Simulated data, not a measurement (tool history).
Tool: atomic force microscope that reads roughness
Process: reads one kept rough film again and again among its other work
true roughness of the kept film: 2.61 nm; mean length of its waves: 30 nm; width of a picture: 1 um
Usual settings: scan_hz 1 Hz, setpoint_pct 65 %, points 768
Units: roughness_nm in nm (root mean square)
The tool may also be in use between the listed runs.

run	hour	scan_hz	setpoint_pct	points	roughness_nm
1	0	1	65	768	2.422
2	20.1	1	65	293	2.393
3	49.4	1	65	293	2.399
4	71.3	0.84	65	293	2.371
5	103.1	0.84	65	293	2.392
6	122.5	0.84	63	293	2.383
# hour 125.1: new tip fitted
7	151.5	0.84	63	293	2.393
8	168	0.84	63	293	2.399
9	188.5	1.3	65	295	2.372
10	206.4	1.3	65	295	2.36
11	227.3	2.49	79	806	2.211
12	245.8	2.49	79	806	2.208

Forecast run 13:
# hour 259.3: new tip fitted
13	274.1	1.47	70	768	?

Run 13 gave roughness_nm 2.367 nm (root mean square).
Without the tool's hidden state the same run would have given roughness_nm 2.367 nm (root mean square).
